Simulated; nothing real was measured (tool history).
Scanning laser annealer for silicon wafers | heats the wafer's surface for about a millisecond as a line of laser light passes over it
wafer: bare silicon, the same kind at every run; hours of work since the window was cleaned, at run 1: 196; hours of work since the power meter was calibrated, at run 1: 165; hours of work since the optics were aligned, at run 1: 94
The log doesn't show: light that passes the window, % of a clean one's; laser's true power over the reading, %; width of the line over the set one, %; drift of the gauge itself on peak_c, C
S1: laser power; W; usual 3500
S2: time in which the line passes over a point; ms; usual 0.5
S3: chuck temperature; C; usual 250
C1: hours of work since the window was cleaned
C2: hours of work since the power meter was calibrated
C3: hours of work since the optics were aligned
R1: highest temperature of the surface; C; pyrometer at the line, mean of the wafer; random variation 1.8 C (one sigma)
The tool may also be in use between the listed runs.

run,hour,S1,S2,S3,C1,C2,C3,R1
1,0,3500,0.5,250,196,165,94,1038
2,14.7,3104,0.5,250,204,174,102,938
3,32.7,3500,0.514,250,214,184,112,1049
4,52.3,3500,0.5,250,225,195,123,1034
5,65.6,3500,0.5,250,233,202,131,1031
6,83.6,3500,0.5,250,243,212,141,1029
7,93,3095,0.5,250,248,217,146,934
8,103.8,3095,0.5,250,254,223,152,933
9,113.2,3095,0.5,250,260,229,157,935
10,129.2,3095,0.5,250,268,238,166,933
11,143.1,3095,0.5,250,276,245,174,935
12,160.4,3840,0.5,250,286,255,184,1113
13,169.2,3840,0.5,250,291,260,189,1113
14,184.5,3840,0.5,250,299,268,197,1112
# hour 197.1: window over the wafer cleaned
15,198.4,3840,0.5,250,1,275,204,1127
16,207.6,3840,0.5,250,6,280,209,1125
17,225.9,3397,0.373,283,16,291,219,936
18,237.8,3274,0.577,268,23,297,226,1060
19,252.6,3265,0.595,242,31,305,234,1041
20,265.7,3500,0.5,229,38,313,241,1020
21,282.8,3500,0.5,229,48,322,251,1019
22,294.3,3500,0.503,260,54,329,257,1053
23,305.5,3586,0.578,250,61,335,264,1120
24,317.4,3391,0.613,250,67,342,270,1095
25,327.1,3826,0.475,250,73,347,276,1091
26,341.9,3826,0.475,264,81,355,284,1112
27,359.6,3516,0.58,250,91,365,294,1103
28,368.1,3579,0.586,257,96,370,299,1131

Forecast each of these 4 alternatives for the next run:
A,379.3,3756,0.456,250,102,376,305,?
B,379.3,3500,0.5,278,102,376,305,?
C,379.3,3580,0.401,286,102,376,305,?
D,379.3,3454,0.593,257,102,376,305,?

run,R1
A,1058
B,1062
C,1003
D,1103
Without the tool's hidden state the same runs would have given:
run,R1
A,1075
B,1078
C,1017
D,1120

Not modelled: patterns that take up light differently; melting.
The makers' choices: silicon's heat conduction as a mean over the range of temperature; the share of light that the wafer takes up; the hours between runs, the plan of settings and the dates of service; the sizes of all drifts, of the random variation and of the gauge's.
